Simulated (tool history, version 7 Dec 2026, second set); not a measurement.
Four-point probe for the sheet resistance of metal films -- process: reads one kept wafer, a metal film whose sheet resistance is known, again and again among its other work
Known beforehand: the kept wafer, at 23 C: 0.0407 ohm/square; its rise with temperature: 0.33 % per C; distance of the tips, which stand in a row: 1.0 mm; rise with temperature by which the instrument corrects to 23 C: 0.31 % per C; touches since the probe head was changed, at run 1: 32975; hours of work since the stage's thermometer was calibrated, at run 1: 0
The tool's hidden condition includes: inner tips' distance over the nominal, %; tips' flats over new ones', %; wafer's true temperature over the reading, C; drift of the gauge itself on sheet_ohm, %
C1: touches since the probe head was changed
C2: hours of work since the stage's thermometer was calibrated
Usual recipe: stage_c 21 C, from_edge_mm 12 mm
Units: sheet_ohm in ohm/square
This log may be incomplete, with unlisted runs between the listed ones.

Run 1, hour 0: usual settings; C1 32975; C2 0. Result: sheet_ohm 0.040914 ohm/square.
Run 2, hour 85.5: usual settings but from_edge_mm 36 mm; C1 35110; C2 35. Result: sheet_ohm 0.04076 ohm/square.
Run 3, hour 166.6: usual settings but from_edge_mm 36 mm; C1 37135; C2 68. Result: sheet_ohm 0.040765 ohm/square.
Run 4, hour 254.4: usual settings but from_edge_mm 36 mm; C1 39327; C2 103. Result: sheet_ohm 0.040742 ohm/square.
Run 5, hour 350.9: usual settings but stage_c 28 C, from_edge_mm 36 mm; C1 41735; C2 142. Result: sheet_ohm 0.04081 ohm/square.
Run 6, hour 413.6: usual settings but stage_c 27 C, from_edge_mm 36 mm; C1 43300; C2 168. Result: sheet_ohm 0.040804 ohm/square.
Run 7, hour 508.1: usual settings but stage_c 27 C, from_edge_mm 36 mm; C1 45661; C2 206. Result: sheet_ohm 0.04078 ohm/square.
Run 8, hour 591.3: usual settings but stage_c 27 C, from_edge_mm 36 mm; C1 47737; C2 240. Result: sheet_ohm 0.040775 ohm/square.
Run 9, hour 655.6: usual settings but stage_c 27 C, from_edge_mm 36 mm; C1 49343; C2 266. Result: sheet_ohm 0.040773 ohm/square.
Run 10, hour 724.1: usual settings but stage_c 27 C; C1 51052; C2 294. Result: sheet_ohm 0.040908 ohm/square.
Run 11, hour 834.3: usual settings but stage_c 27 C; C1 53804; C2 338. Result: sheet_ohm 0.040908 ohm/square.
Run 12, hour 914.2: usual settings but stage_c 31 C; C1 55799; C2 371. Result: sheet_ohm 0.040915 ohm/square.
Run 13, hour 977.1: usual settings; C1 57371; C2 396. Result: sheet_ohm 0.04085 ohm/square.
Run 14, hour 1081.7: usual settings; C1 59980; C2 438. Result: sheet_ohm 0.040852 ohm/square.
Run 15, hour 1178.6: usual settings; C1 62400; C2 478. Result: sheet_ohm 0.040832 ohm/square.
Run 16, hour 1277.5: usual settings but from_edge_mm 46 mm; C1 64868; C2 518. Result: sheet_ohm 0.040683 ohm/square.
Run 17, hour 1349.2: usual settings but from_edge_mm 46 mm; C1 66660; C2 547. Result: sheet_ohm 0.040683 ohm/square.
Run 18, hour 1425.5: usual settings but stage_c 22 C; C1 68564; C2 578. Result: sheet_ohm 0.040844 ohm/square.
Run 19, hour 1495.2: usual settings but from_edge_mm 4 mm; C1 70304; C2 606. Result: sheet_ohm 0.041982 ohm/square.
Run 20, hour 1589.2: usual settings but from_edge_mm 4 mm; C1 72652; C2 644. Result: sheet_ohm 0.04196 ohm/square.
Run 21, hour 1635.5: usual settings but from_edge_mm 4 mm; C1 73808; C2 663. Result: sheet_ohm 0.041988 ohm/square.
Run 22, hour 1690.2: usual settings but from_edge_mm 4 mm; C1 75172; C2 685. Result: sheet_ohm 0.041977 ohm/square.
Run 23, hour 1766.8: usual settings but from_edge_mm 4 mm; C1 77086; C2 716. Result: sheet_ohm 0.041975 ohm/square.
Run 24, hour 1817.1: usual settings but from_edge_mm 4 mm; C1 78341; C2 737. Result: sheet_ohm 0.041962 ohm/square.
Run 25, hour 1928.5: usual settings but from_edge_mm 4 mm; C1 81123; C2 782. Result: sheet_ohm 0.041963 ohm/square.
Run 26, hour 2002.8: usual settings but stage_c 30 C, from_edge_mm 7 mm; C1 82977; C2 812. Result: sheet_ohm 0.041146 ohm/square.
Run 27, hour 2057.9: usual settings but stage_c 23 C, from_edge_mm 21 mm; C1 84353; C2 834. Result: sheet_ohm 0.040692 ohm/square.
Run 28, hour 2148.8: usual settings but stage_c 26 C, from_edge_mm 39 mm; C1 86624; C2 871. Result: sheet_ohm 0.040666 ohm/square.
Run 29, hour 2212.3: usual settings but stage_c 25 C; C1 88208; C2 897. Result: sheet_ohm 0.040795 ohm/square.
Run 30, hour 2298.7: usual settings but stage_c 25 C, from_edge_mm 7 mm; C1 90366; C2 932. Result: sheet_ohm 0.04108 ohm/square.
Run 31, hour 2394.2: usual settings but stage_c 25 C, from_edge_mm 7 mm; C1 92750; C2 971. Result: sheet_ohm 0.041081 ohm/square.
Run 32, hour 2455.3: usual settings but stage_c 25 C, from_edge_mm 22 mm; C1 94275; C2 995. Result: sheet_ohm 0.04069 ohm/square.
Run 33, hour 2554.3: usual settings but stage_c 25 C, from_edge_mm 22 mm; C1 96746; C2 1035. Result: sheet_ohm 0.040665 ohm/square.
Run 34, hour 2610.2: usual settings but stage_c 25 C, from_edge_mm 22 mm; C1 98141; C2 1058. Result: sheet_ohm 0.040655 ohm/square.
Run 35, hour 2709.7: usual settings but stage_c 34 C, from_edge_mm 38 mm; C1 100626; C2 1098. Result: sheet_ohm 0.040694 ohm/square.
Run 36, hour 2773.7: usual settings but stage_c 34 C, from_edge_mm 38 mm; C1 102224; C2 1124. Result: sheet_ohm 0.040683 ohm/square.
Run 37, hour 2859.3: usual settings but stage_c 20 C, from_edge_mm 74 mm; C1 104362; C2 1159. Result: sheet_ohm 0.040569 ohm/square.
Run 38, hour 2939: usual settings but stage_c 20 C, from_edge_mm 4 mm; C1 106351; C2 1191. Result: sheet_ohm 0.04188 ohm/square.
Run 39, hour 3024.3: usual settings but stage_c 30 C, from_edge_mm 18 mm; C1 108481; C2 1226. Result: sheet_ohm 0.040705 ohm/square.
Run 40, hour 3128.8: usual settings but stage_c 30 C, from_edge_mm 18 mm; C1 111089; C2 1268. Result: sheet_ohm 0.040687 ohm/square.
Run 41, hour 3188.7: usual settings but stage_c 32 C, from_edge_mm 16 mm; C1 112585; C2 1293. Result: sheet_ohm 0.040711 ohm/square.

3 ways to go on from here, each from the tool as it stands after run 41. What would each give?
Run A, hour 3264.7: usual settings but stage_c 31 C, from_edge_mm 29 mm; C1 114483; C2 1323. Result: sheet_ohm ?.
Run B, hour 3264.7: usual settings but stage_c 27 C, from_edge_mm 15 mm; C1 114483; C2 1323. Result: sheet_ohm ?.
Run C, hour 3264.7: usual settings but stage_c 32 C, from_edge_mm 9 mm; C1 114483; C2 1323. Result: sheet_ohm ?.

run  sheet_ohm
  A   0.040645
  B   0.040686
  C    0.04089
The same runs, with their run-to-run variation unchanged, on a tool lacking any hidden condition would have given:
run  sheet_ohm
  A   0.040787
  B   0.040828
  C   0.041032
